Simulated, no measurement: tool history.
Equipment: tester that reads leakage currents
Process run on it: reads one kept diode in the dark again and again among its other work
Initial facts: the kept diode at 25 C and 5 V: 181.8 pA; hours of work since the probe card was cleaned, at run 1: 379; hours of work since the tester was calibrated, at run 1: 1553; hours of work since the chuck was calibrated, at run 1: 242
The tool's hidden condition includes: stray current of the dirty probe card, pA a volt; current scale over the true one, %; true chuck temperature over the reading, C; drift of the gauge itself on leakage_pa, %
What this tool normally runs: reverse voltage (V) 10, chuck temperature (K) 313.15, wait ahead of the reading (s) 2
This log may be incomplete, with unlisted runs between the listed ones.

run,hour,reverse voltage (V),chuck temperature (K),wait ahead of the reading (s),hours of work since the probe card was cleaned,hours of work since the tester was calibrated,hours of work since the chuck was calibrated,current that the tester gives (pA)
1,0,10,313.15,2,379,1553,242,792.47
2,169.8,10,313.15,2,494,1669,358,802.01
3,257.9,10,313.15,2,555,1729,419,803.15
4,359.5,10,313.15,2,624,1798,488,806.9
5,450.1,10,313.15,2,686,1860,550,809.95
6,606.5,10,313.15,2,793,1967,657,820.07
7,708.9,10,301.15,2,863,2037,727,329.34
8,814.3,10,301.15,2,935,2109,799,331.73
9,884.4,10,301.15,2,983,2157,846,331.21
# hour 968.4: chuck's temperature calibrated
10,1026.2,10,301.15,2,1078,2252,40,309.31
11,1180.7,10,301.15,5.61,1184,2358,145,312.48
12,1337.1,10,301.15,5.61,1290,2464,252,316.52
13,1436.1,10,301.15,5.61,1358,2532,319,320.02
14,1591.5,10,313.15,2,1464,2638,426,809.06
15,1720.6,10.9,313.15,1.2,1552,2726,514,837.93
16,1862.3,10.9,313.15,1.2,1649,2823,611,844
17,1982.1,3.5,322.15,1.94,1731,2905,692,1049.46
18,2105.6,19.2,311.15,6.45,1815,2989,777,919.14
19,2261.9,5.8,310.15,0.3,1922,3096,883,545.94
# hour 2292.6: chuck's temperature calibrated
20,2380.1,2.4,305.15,1.37,2001,3175,60,242.59
21,2484.3,7.1,323.15,1.44,2073,3247,131,1406.93
22,2641.5,1.3,327.15,5.59,2180,3354,238,974.91
23,2791.9,2.8,327.15,5.59,2283,3457,341,1318.16

For run 24, what comes out?
24,2877.2,6.2,303.15,1.54,2341,3515,399,?

current that the tester gives (pA): 311.97
The same run, on a tool lacking any hidden state, would have yielded current that the tester gives (pA) 299.02.

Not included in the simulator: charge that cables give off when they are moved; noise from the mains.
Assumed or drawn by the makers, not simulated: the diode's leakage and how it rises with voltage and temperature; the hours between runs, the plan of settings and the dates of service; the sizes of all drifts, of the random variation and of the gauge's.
